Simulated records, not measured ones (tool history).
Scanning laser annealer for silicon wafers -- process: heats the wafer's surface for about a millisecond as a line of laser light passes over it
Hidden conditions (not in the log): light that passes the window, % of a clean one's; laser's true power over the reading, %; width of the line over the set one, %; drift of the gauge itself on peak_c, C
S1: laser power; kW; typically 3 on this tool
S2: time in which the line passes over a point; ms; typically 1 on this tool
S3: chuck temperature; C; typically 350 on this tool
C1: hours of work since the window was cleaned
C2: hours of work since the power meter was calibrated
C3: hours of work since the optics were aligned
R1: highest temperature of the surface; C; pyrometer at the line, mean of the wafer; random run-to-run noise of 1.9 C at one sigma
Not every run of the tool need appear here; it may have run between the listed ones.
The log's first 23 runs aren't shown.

Run 24, day 6.808: usual settings but S1 2.896 kW, S2 1.24 ms, S3 387 C; C1 522; C2 145; C3 216. Result: R1 1192 C.
Run 25, day 7.175: usual settings but S1 2.952 kW; C1 528; C2 151; C3 222. Result: R1 1087 C.
Run 26, day 7.471: usual settings but S1 2.952 kW, S3 358 C; C1 534; C2 157; C3 228. Result: R1 1100 C.
Run 27, day 7.8: usual settings but S1 2.952 kW, S3 358 C; C1 540; C2 163; C3 234. Result: R1 1097 C.
Run 28, day 8.125: usual settings but S1 3.109 kW, S2 1.2 ms, S3 384 C; C1 545; C2 168; C3 240. Result: R1 1245 C.
Run 29, day 8.488: usual settings but S1 3.109 kW, S2 1.2 ms, S3 384 C; C1 552; C2 175; C3 246. Result: R1 1246 C.
Run 30, day 8.871: usual settings but S1 3.109 kW, S2 1.2 ms, S3 384 C; C1 559; C2 182; C3 253. Result: R1 1243 C.
Run 31, day 9.242: usual settings but S1 3.078 kW, S3 366 C; C1 566; C2 189; C3 260. Result: R1 1136 C.
Run 32, day 9.654: usual settings but S2 0.93 ms; C1 573; C2 196; C3 267. Result: R1 1073 C.
Run 33, day 9.892: usual settings but S2 0.93 ms; C1 577; C2 201; C3 272. Result: R1 1074 C.
Run 34, day 10.104: usual settings but S2 0.93 ms; C1 581; C2 204; C3 275. Result: R1 1073 C.
Run 35, day 10.521: usual settings but S2 0.93 ms; C1 589; C2 212; C3 283. Result: R1 1074 C.
Run 36, day 10.925: usual settings but S1 3.118 kW, S2 0.83 ms; C1 596; C2 219; C3 290. Result: R1 1066 C.
Run 37, day 11.112: usual settings but S1 3.118 kW, S2 0.83 ms; C1 599; C2 223; C3 294. Result: R1 1066 C.
Run 38, day 11.508: usual settings but S1 3.118 kW, S2 0.84 ms, S3 376 C; C1 607; C2 230; C3 301. Result: R1 1099 C.
Run 39, day 11.846: usual settings but S1 2.924 kW, S2 0.98 ms, S3 373 C; C1 613; C2 236; C3 307. Result: R1 1098 C.
Run 40, day 12.021: usual settings but S1 2.845 kW, S2 1.23 ms, S3 331 C; C1 616; C2 239; C3 310. Result: R1 1116 C.

Each row is a separate what-if for the run after 40, all from the same tool condition, not one after another. Results?
Run A, day 12.383: usual settings but S1 2.636 kW, S2 1.23 ms, S3 338 C; C1 622; C2 246; C3 317. Result: R1 ?.
Run B, day 12.383: usual settings but S1 2.641 kW, S2 0.77 ms, S3 331 C; C1 622; C2 246; C3 317. Result: R1 ?.
Run C, day 12.383: usual settings but S1 3.027 kW, S2 1.09 ms, S3 315 C; C1 622; C2 246; C3 317. Result: R1 ?.

run    R1
  A  1060
  B   904
  C  1108
Without the tool's unlogged condition, the same runs would have read:
run    R1
  A  1060
  B   904
  C  1109
